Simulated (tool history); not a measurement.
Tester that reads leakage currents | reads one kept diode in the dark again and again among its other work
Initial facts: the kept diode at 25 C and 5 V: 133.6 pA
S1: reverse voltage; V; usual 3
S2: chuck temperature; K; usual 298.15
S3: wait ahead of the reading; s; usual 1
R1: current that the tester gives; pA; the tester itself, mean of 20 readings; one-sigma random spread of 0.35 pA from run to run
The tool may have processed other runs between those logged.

run    hour     S1      S2    S3       R1
  1       0      3  298.15     1   111.18
  2      50      3  298.15     1   110.57
  3      79      3  314.15     1   364.59
  4   107.7      3  314.15     1   364.11
  5   163.2      3  314.15     1   361.44
  6   219.8   1.67  298.15     1     90.9
  7   258.3   1.67  298.15     1    90.12
  8   289.8   1.67  298.15     1    90.32
  9   354.1      3  298.15     1   108.72
 10   382.4      3  298.15     1    108.3
 11     438      3  298.15     1   108.15
 12     469      3  298.15  3.58   107.74
 13   524.6   8.24  298.15     1   150.24
      532.1  -- tester calibrated
 14   559.9      3  317.15     1    434.5
 15   597.8      3  298.15  0.74   106.44
 16   661.6      3  298.15     1   106.24
 17   712.7      3  298.15     1   106.33
 18   776.6      3  298.15     1   105.21
 19   804.2   1.11  298.15     1    76.55
      820.3  -- tester calibrated, once more
 20   866.5   1.11  298.15     1    77.02
 21   910.2  17.09  298.15     1   196.19
 22   946.6  14.59  308.15     1   379.35
 23   976.1  14.59  308.15     1   379.24
 24  1012.4      3  314.15     1   343.44
 25  1038.9   1.47  314.15  1.76   274.34
 26  1069.5   1.47  314.15  1.76   273.87
 27    1119   1.47  314.15  1.76   271.77
 28    1160   1.47  314.15  1.76   271.85
 29    1192      3  333.15     1  1212.99
 30  1245.7    1.5  302.15  9.49   112.79
 31  1290.4    1.5  302.15  9.49    111.5
 32  1327.1   4.89  315.15     1   423.05
 33  1374.9   4.89  315.15     1   418.38
 34  1432.2   4.89  315.15     1   419.77
 35  1465.4   4.89  315.15     1   418.57
 36  1491.4   1.01  298.15  0.56    71.16
 37  1518.2   1.01  311.15  0.56   188.62
 38  1557.6   3.32  322.15  0.68   591.79
 39  1590.9      3  320.15  1.13   501.99

Here are 3 independent what-if runs from the current tool condition. What would each one return?
     1630.2  -- chuck's temperature calibrated
  A  1637.8     3  308.15     1   ?
     1630.2  -- chuck's temperature calibrated
  B  1637.8     3  320.15  2.25   ?
     1630.2  -- chuck's temperature calibrated
  C  1637.8  2.96  299.15  5.12   ?

run      R1
  A  249.01
  B  572.92
  C  126.83
Stripped of hidden state, with their random variation kept, the same runs would have yielded:
run      R1
  A  245.81
  B  572.32
  C  122.73
